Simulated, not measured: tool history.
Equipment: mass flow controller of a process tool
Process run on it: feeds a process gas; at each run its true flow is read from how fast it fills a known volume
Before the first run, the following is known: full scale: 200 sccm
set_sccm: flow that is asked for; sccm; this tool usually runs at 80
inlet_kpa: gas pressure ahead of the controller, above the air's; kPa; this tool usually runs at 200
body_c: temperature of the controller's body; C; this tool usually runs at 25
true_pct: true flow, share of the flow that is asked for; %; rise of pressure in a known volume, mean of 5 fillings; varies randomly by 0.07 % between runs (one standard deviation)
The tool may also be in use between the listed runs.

run      day  set_sccm  inlet_kpa  body_c  true_pct
  1    0.000        80        200      25     98.22
  2    2.417        79        200      25     98.21
  3    5.471        79        200      25     98.14
  4    8.042        80        200      25     98.26
  5   10.162        80        200      25     98.27
  6   12.575        97        200      25     98.63
  7   15.129        97        200      32     98.22
  8   18.292        80        200      25     98.24
  9   21.696        80        200      25     98.03
 10   24.329        80        200      25     98.16
 11   28.438        80        200      26     98.09
 12   30.596        43        200      26     96.13
 13   32.512        43        200      26     96.27
 14   35.883        43        200      26     96.21
 15   37.992        80        200      25     98.13
 16   40.229        80        200      25     98.02
 17   44.433        80        200      25     97.95
 18   46.512        80        200      25     98.18
 19   50.779        80        200      25     98.11
 20   54.642        80        200      25     97.99
 21   57.979        80        200      25     98.14
 22   59.867        52        200      25     96.73
 23   62.950        80        200      25     98.14
 24   65.112        80        224      25     97.92
      65.367  -- controller's zero set anew
 25   68.854        74        179      25     97.37
 26   71.192        74        256      25     97.08
 27   74.892        36        254      25     93.88
 28   78.479        36        254      25     93.83
 29   80.738        36        148      23     94.67
      81.229  -- controller's zero set anew, once more
 30   83.829       113        200      27    100.19
 31   87.121        80        200      33     99.22
 32   89.092       150        150      39    100.13
 33   92.704        94        183      35     99.48
 34   96.250        47        148      24     99.86
 35  100.479        47        148      24     99.64
 36  103.592        47        144      24     99.71
 37  105.796        44        244      23     99.28
 38  108.246        80        187      29     99.56
 39  110.967        80        187      29     99.69
 40  114.238       108        147      22    100.68
 41  117.362       108        147      22    100.84
 42  119.867       108        147      22    100.68
 43  122.875        35        150      20     99.42
 44  126.738        80        200      27     99.61
 45  130.867        80        200      27     99.69
 46  133.288        80        200      27     99.63
 47  135.571        80        200      27     99.50
 48  137.992        71        200      27     99.34

Some steps in true_pct between neighbouring runs. How much of each would the tool show without its hidden state too (settings, what came in, random variation), and how much is left for the hidden state, with any gauge scatter that isn't in both results?
What the log doesn't record here: flow at rest that the sensor doesn't see, % of full scale; true flow over the shown one, %; drift of the gauge itself on true_pct, %.
Run 11 -> 12: set_sccm 80 -> 43. true_pct -1.96 %: hidden state -1.38, all else -0.58.
Run 14 -> 15: set_sccm 43 -> 80, body_c 26 -> 25. true_pct +1.92 %: hidden state +1.40, all else +0.52.
Run 26 -> 27: set_sccm 74 -> 36, inlet_kpa 256 -> 254. true_pct -3.20 %: hidden state -2.66, all else -0.54.
Run 29 -> 30: set_sccm 36 -> 113, inlet_kpa 148 -> 200, body_c 23 -> 27, controller's zero set anew, once more. true_pct +5.52 %: hidden state +5.27, all else +0.25.
